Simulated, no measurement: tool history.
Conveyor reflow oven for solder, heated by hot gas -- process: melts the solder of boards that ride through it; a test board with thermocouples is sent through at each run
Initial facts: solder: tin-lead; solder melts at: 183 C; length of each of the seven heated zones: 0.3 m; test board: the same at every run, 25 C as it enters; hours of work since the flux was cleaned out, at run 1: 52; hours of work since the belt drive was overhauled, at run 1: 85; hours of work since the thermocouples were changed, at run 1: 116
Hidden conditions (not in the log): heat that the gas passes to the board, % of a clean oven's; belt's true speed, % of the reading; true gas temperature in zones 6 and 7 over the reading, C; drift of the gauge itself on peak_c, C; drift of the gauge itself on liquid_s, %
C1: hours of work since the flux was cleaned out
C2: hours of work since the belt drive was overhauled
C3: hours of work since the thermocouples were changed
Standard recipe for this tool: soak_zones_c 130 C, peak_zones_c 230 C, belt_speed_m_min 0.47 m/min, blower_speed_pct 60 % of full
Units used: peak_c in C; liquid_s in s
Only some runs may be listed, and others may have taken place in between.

Run 1, hour 0.0: usual settings; C1 52; C2 85; C3 116. Result: peak_c 212.1 C, liquid_s 50.7 s.
Run 2, hour 9.0: usual settings; C1 59; C2 93; C3 123. Result: peak_c 212.2 C, liquid_s 50.7 s.
Run 3, hour 13.3: usual settings but peak_zones_c 222 C; C1 62; C2 96; C3 127. Result: peak_c 205.4 C, liquid_s 43.9 s.
Run 4, hour 22.6: usual settings but peak_zones_c 222 C; C1 70; C2 103; C3 134. Result: peak_c 205.4 C, liquid_s 44.0 s.
Run 5, hour 28.5: usual settings but peak_zones_c 222 C; C1 74; C2 108; C3 139. Result: peak_c 204.7 C, liquid_s 43.4 s.
Run 6, hour 32.5: usual settings but blower_speed_pct 53 % of full; C1 78; C2 111; C3 142. Result: peak_c 210.4 C, liquid_s 48.2 s.
Run 7, hour 41.3: usual settings but blower_speed_pct 53 % of full; C1 84; C2 118; C3 149. Result: peak_c 210.4 C, liquid_s 48.2 s.

Run 8, settings as shown, results not yet in. Your forecast:
Run 8, hour 47.4: usual settings but blower_speed_pct 53 % of full; C1 89; C2 123; C3 153. Result: peak_c ?, liquid_s ?.

Run 8 measured peak_c 210.5 C, liquid_s 48.4 s.
Minus the tool's unlogged condition, the same run would have read peak_c 212.1 C, liquid_s 50.1 s.

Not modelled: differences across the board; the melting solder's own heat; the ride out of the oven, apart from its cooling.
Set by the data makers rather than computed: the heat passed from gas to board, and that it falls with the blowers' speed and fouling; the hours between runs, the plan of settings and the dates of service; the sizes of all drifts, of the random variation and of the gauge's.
